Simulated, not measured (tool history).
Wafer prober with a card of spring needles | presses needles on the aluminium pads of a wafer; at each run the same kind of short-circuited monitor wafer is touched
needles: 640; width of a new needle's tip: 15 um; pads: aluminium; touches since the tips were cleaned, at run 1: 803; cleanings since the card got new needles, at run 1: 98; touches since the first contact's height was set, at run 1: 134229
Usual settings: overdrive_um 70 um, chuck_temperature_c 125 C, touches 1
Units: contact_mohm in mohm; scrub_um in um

run    day  overdrive_um  chuck_temperature_c  touches  touches since the tips were cleaned  cleanings since the card got new needles  touches since the first contact's height was set  contact_mohm  scrub_um
  1  0.000            70                  125        1                                  803                                        98                                            134229           216     14.10
     0.100  -- tips cleaned on abrasive film
     0.267  -- tips cleaned on abrasive film
     0.421  -- tips cleaned on abrasive film
  2  0.504            70                  103        1                                 1522                                       101                                            143080           247     14.39
     0.575  -- tips cleaned on abrasive film
     0.725  -- tips cleaned on abrasive film
     0.883  -- tips cleaned on abrasive film
  3  0.892            70                  103        1                                  144                                       104                                            149829           188     14.02
     1.050  -- tips cleaned on abrasive film
     1.192  -- height of the first contact set anew
     1.221  -- tips cleaned on abrasive film
  4  1.342            70                  103        1                                 2161                                       106                                              2566           255     14.78
     1.371  -- tips cleaned on abrasive film
     1.542  -- tips cleaned on abrasive film
     1.700  -- tips cleaned on abrasive film
  5  1.754            70                  103        1                                  923                                       109                                              9764           221     14.78
     1.850  -- tips cleaned on abrasive film
     1.996  -- tips cleaned on abrasive film
  6  2.096            70                  103        1                                 1779                                       111                                             15788           251     14.79
     2.167  -- tips cleaned on abrasive film
     2.338  -- tips cleaned on abrasive film
     2.512  -- tips cleaned on abrasive film
  7  2.562            70                   28        1                                  920                                       114                                             23985           218     14.96
     2.667  -- tips cleaned on abrasive film
     2.829  -- tips cleaned on abrasive film
     3.000  -- tips cleaned on abrasive film
  8  3.075            70                  125        1                                 1289                                       117                                             32953           238     14.48
     3.146  -- tips cleaned on abrasive film
     3.308  -- tips cleaned on abrasive film
     3.471  -- tips cleaned on abrasive film
  9  3.558            70                  125        1                                 1570                                       120                                             41492           259     14.66
     3.621  -- tips cleaned on abrasive film
     3.767  -- tips cleaned on abrasive film
     3.942  -- tips cleaned on abrasive film
     4.088  -- tips cleaned on abrasive film
 10  4.108            70                  125        1                                  392                                       124                                             51099           198     14.63
     4.229  -- tips cleaned on abrasive film
     4.388  -- tips cleaned on abrasive film
 11  4.388            70                  125        2                                    0                                       126                                             55942           180     14.53
     4.542  -- tips cleaned on abrasive film
     4.712  -- tips cleaned on abrasive film
 12  4.825            70                  125        2                                 1994                                       128                                             63650           236     14.59
     4.883  -- tips cleaned on abrasive film
     5.025  -- tips cleaned on abrasive film
     5.188  -- tips cleaned on abrasive film
     5.350  -- tips cleaned on abrasive film
 13  5.350            70                  125        2                                    0                                       132                                             72849           179     14.42
     5.504  -- tips cleaned on abrasive film
     5.654  -- tips cleaned on abrasive film
 14  5.725            70                  125        2                                 1212                                       134                                             79417           220     14.56
     5.829  -- tips cleaned on abrasive film
     5.983  -- tips cleaned on abrasive film
     6.150  -- tips cleaned on abrasive film
 15  6.246            70                  125        1                                 1669                                       137                                             88580           264     14.33
     6.317  -- tips cleaned on abrasive film
     6.475  -- tips cleaned on abrasive film
     6.638  -- tips cleaned on abrasive film
 16  6.738            68                   37        2                                 1850                                       140                                             97270           227     13.82
     6.808  -- tips cleaned on abrasive film
     6.979  -- tips cleaned on abrasive film
 17  7.038            52                   40        1                                 1047                                       142                                            102513           303     10.61
     7.138  -- tips cleaned on abrasive film
     7.279  -- tips cleaned on abrasive film
 18  7.329            70                  125        1                                  895                                       144                                            107604           226     14.29
     7.433  -- tips cleaned on abrasive film
     7.588  -- tips cleaned on abrasive film
     7.750  -- tips cleaned on abrasive film
 19  7.750            55                   28        1                                    0                                       147                                            114935           178     11.29
     7.908  -- tips cleaned on abrasive film
     8.067  -- tips cleaned on abrasive film
     8.225  -- tips cleaned on abrasive film
 20  8.225            85                   75        1                                    0                                       150                                            123315           172     17.51
     8.388  -- tips cleaned on abrasive film
 21  8.462            58                   72        2                                 1422                                       151                                            127517           249     11.56
     8.525  -- tips cleaned on abrasive film
     8.696  -- tips cleaned on abrasive film
     8.842  -- tips cleaned on abrasive film
 22  8.938            58                   72        2                                 1781                                       154                                            135848           259     11.57
     9.004  -- tips cleaned on abrasive film
     9.162  -- tips cleaned on abrasive film
 23  9.183            58                   72        2                                  381                                       156                                            140111           204     11.76
     9.325  -- tips cleaned on abrasive film
     9.492  -- tips cleaned on abrasive film
 24  9.562            81                   72        2                                 1299                                       158                                            146807           204     16.27
     9.658  -- tips cleaned on abrasive film
     9.812  -- tips cleaned on abrasive film
     9.962  -- tips cleaned on abrasive film
 25  9.975            81                   72        2                                  220                                       161                                            153946           170     16.34

Forecast run 26:
     10.054  -- height of the first contact set anew
     10.146  -- tips cleaned on abrasive film
     10.304  -- tips cleaned on abrasive film
     10.446  -- tips cleaned on abrasive film
 26  10.521            81                   72        2                                 1353                                       164                                              8210             ?         ?

Run 26 gave contact_mohm 199 mohm, scrub_um 17.22 um.
Without the tool's hidden state the same run would have given contact_mohm 156 mohm, scrub_um 17.26 um.
